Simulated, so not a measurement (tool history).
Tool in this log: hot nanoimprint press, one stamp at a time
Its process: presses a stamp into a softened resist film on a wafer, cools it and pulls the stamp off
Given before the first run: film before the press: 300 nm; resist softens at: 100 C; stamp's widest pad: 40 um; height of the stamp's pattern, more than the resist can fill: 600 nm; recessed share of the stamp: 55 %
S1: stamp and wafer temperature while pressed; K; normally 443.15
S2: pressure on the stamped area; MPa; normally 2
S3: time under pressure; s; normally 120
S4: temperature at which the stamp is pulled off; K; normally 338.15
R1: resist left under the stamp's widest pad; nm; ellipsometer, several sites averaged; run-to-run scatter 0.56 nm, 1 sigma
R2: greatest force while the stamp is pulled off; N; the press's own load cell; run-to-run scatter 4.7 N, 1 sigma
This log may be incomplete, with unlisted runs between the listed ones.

Run 1, hour 0: usual settings. Result: R1 119.2 nm, R2 321 N.
Run 2, hour 12.6: usual settings. Result: R1 119.1 nm, R2 317 N.
Run 3, hour 26.5: usual settings. Result: R1 118.9 nm, R2 332 N.
Run 4, hour 39.8: usual settings. Result: R1 120.3 nm, R2 336 N.
Run 5, hour 50.1: usual settings but S3 72 s. Result: R1 142.1 nm, R2 338 N.
Run 6, hour 61.6: usual settings but S3 72 s. Result: R1 141.8 nm, R2 338 N.
Run 7, hour 71.7: usual settings but S3 72 s. Result: R1 142.4 nm, R2 360 N.
Run 8, hour 86.7: usual settings but S3 72 s. Result: R1 143.1 nm, R2 349 N.
Run 9, hour 95: usual settings but S3 72 s. Result: R1 142.9 nm, R2 357 N.
Run 10, hour 108.6: usual settings but S1 432.15 K. Result: R1 175.7 nm, R2 355 N.
Run 11, hour 117.1: usual settings but S1 432.15 K, S3 92 s. Result: R1 189 nm, R2 376 N.
Run 12, hour 128.1: usual settings but S1 432.15 K, S3 92 s. Result: R1 188.3 nm, R2 388 N.
Run 13, hour 143.7: usual settings but S1 432.15 K, S3 92 s. Result: R1 189 nm, R2 377 N.
At hour 157.4: stamp cleaned and given a new release coat.
Run 14, hour 157.6: usual settings. Result: R1 120.9 nm, R2 230 N.
Run 15, hour 165.7: usual settings. Result: R1 121.7 nm, R2 240 N.
Run 16, hour 175.5: usual settings but S3 186 s, S4 340.15 K. Result: R1 103.5 nm, R2 226 N.
Run 17, hour 189.4: usual settings but S3 186 s, S4 340.15 K. Result: R1 104.8 nm, R2 237 N.
Run 18, hour 197: usual settings but S1 433.15 K, S2 2.46 MPa. Result: R1 153.7 nm, R2 247 N.
Run 19, hour 205.6: usual settings but S1 451.15 K, S2 2.18 MPa, S3 207 s, S4 330.15 K. Result: R1 74.4 nm, R2 272 N.
Run 20, hour 217.8: usual settings but S1 439.15 K, S3 142 s, S4 340.15 K. Result: R1 131.8 nm, R2 244 N.
Run 21, hour 233.2: usual settings but S1 439.15 K, S3 142 s, S4 340.15 K. Result: R1 132.7 nm, R2 257 N.
Run 22, hour 248.9: usual settings but S1 447.15 K, S3 142 s, S4 340.15 K. Result: R1 100.8 nm, R2 259 N.
Run 23, hour 266.6: usual settings but S2 3.05 MPa, S3 81 s. Result: R1 110.9 nm, R2 287 N.
Run 24, hour 277.5: usual settings but S2 1.88 MPa. Result: R1 127.1 nm, R2 289 N.
Run 25, hour 295.2: usual settings but S2 1.4 MPa, S4 329.15 K. Result: R1 148.1 nm, R2 307 N.
Run 26, hour 305.6: usual settings but S2 2.14 MPa, S3 65 s, S4 333.15 K. Result: R1 145.3 nm, R2 320 N.
Run 27, hour 317.7: usual settings but S2 1.5 MPa. Result: R1 142.8 nm, R2 291 N.
Run 28, hour 327.5: usual settings but S2 1.5 MPa. Result: R1 144 nm, R2 297 N.
Run 29, hour 342.8: usual settings but S1 433.15 K, S2 1.6 MPa, S3 183 s, S4 345.15 K. Result: R1 171 nm, R2 275 N.
Run 30, hour 350.8: usual settings but S1 433.15 K, S2 1.6 MPa, S3 183 s, S4 345.15 K. Result: R1 169.4 nm, R2 283 N.

What if the next run were any one of these 4? Each begins from the tool's condition after run 30:
Run A, hour 358.6: usual settings. Result: R1 ?, R2 ?.
Run B, hour 358.6: usual settings but S1 445.15 K, S2 1.27 MPa, S4 333.15 K. Result: R1 ?, R2 ?.
Run C, hour 358.6: usual settings but S2 2.08 MPa, S3 110 s, S4 340.15 K. Result: R1 ?, R2 ?.
Run D, hour 358.6: usual settings but S3 67 s. Result: R1 ?, R2 ?.

run     R1   R2
  A  124.5  313
  B  147.7  341
  C  123.8  300
  D  148.9  320
Had the tool no hidden state, the same runs would have come out as:
run     R1   R2
  A    119  230
  B  142.1  251
  C  118.2  221
  D  142.7  236

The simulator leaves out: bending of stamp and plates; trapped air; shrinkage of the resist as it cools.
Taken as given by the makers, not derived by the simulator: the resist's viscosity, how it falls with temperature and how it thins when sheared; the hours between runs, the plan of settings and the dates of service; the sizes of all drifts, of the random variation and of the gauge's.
